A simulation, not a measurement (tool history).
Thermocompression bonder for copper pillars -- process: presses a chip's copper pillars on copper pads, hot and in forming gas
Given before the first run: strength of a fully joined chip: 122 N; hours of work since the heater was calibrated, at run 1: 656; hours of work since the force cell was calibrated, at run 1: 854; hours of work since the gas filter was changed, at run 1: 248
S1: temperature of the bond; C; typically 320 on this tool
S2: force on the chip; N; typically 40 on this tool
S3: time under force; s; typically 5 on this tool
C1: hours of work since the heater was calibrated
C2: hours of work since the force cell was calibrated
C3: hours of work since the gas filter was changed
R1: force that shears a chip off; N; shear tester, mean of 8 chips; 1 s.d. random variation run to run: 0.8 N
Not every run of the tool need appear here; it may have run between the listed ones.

run,hour,S1,S2,S3,C1,C2,C3,R1
1,0,320,40,5,656,854,248,62.6
2,31.7,320,40,5,677,875,270,62
# hour 97.6: heater calibrated with a thermocouple chip
3,100.4,320,40,5,2,921,316,62.1
4,146.3,320,40,5,33,952,347,62.4
5,219.1,320,40,5,83,1002,397,62.6
6,292.6,305,40,5,133,1052,447,54.5
# hour 320.5: forming gas filter changed
7,341.2,320,40,5,166,1085,14,63
8,408.4,320,40,5,212,1131,60,61
9,466.8,320,40,6,252,1171,100,66.1
10,507.2,320,40,6,280,1198,128,66.1
11,558.8,320,40,6,315,1234,163,66.9
# hour 625.4: force cell calibrated
12,625.4,325,40,6,359,0,207,69.6
13,679.5,320,40,5,396,37,244,62.6
14,750.4,320,40,5,445,85,293,63.3
15,815.2,320,40,5,489,130,337,62.8
16,876.5,320,40,5,531,172,379,60.9
17,932.1,320,40,5,569,210,417,61.7
18,989.5,320,40,5,608,249,456,62.1
# hour 1003.7: forming gas filter changed
19,1045.2,320,40,5,646,286,28,62.7
20,1079.3,313,40,7,669,310,52,65.7
21,1110.9,313,40,7,691,331,73,64.9
22,1151.1,320,40,4,718,359,101,58.4
# hour 1157.5: heater calibrated with a thermocouple chip
23,1191.4,320,40,4,23,385,127,57.8
24,1243.4,320,40,4,59,421,162,58
25,1296.8,350,24,14,95,457,199,74.1
26,1352.4,350,24,14,133,495,237,74.7
27,1417.2,320,27,4,177,539,281,41.1
28,1447.9,337,40,6,198,560,302,74.6
29,1489.9,328,33,5,227,589,331,56.8
30,1562,320,50,13,276,638,380,93.8
31,1615.2,320,50,13,313,675,416,95
32,1682.9,320,50,13,359,721,463,93.7
# hour 1690.1: forming gas filter changed
33,1724.5,320,50,13,387,749,23,94.3
34,1771.8,320,50,13,419,781,56,93.1
35,1837.2,320,50,13,464,826,100,95.6
36,1908,310,40,14,512,874,149,79.3
37,1963.3,310,40,14,550,912,187,80
38,2017.1,300,44,14,587,949,223,77.7

What if the next run were any one of these 3? Each begins from the tool's condition after run 38:
A,2089.8,348,36,8,637,999,273,?
B,2089.8,326,44,5,637,999,273,?
C,2089.8,313,42,8,637,999,273,?

run,R1
A,83.5
B,71
C,71.2
Without the tool's hidden state the same runs would have given:
run,R1
A,84
B,71.5
C,71.7

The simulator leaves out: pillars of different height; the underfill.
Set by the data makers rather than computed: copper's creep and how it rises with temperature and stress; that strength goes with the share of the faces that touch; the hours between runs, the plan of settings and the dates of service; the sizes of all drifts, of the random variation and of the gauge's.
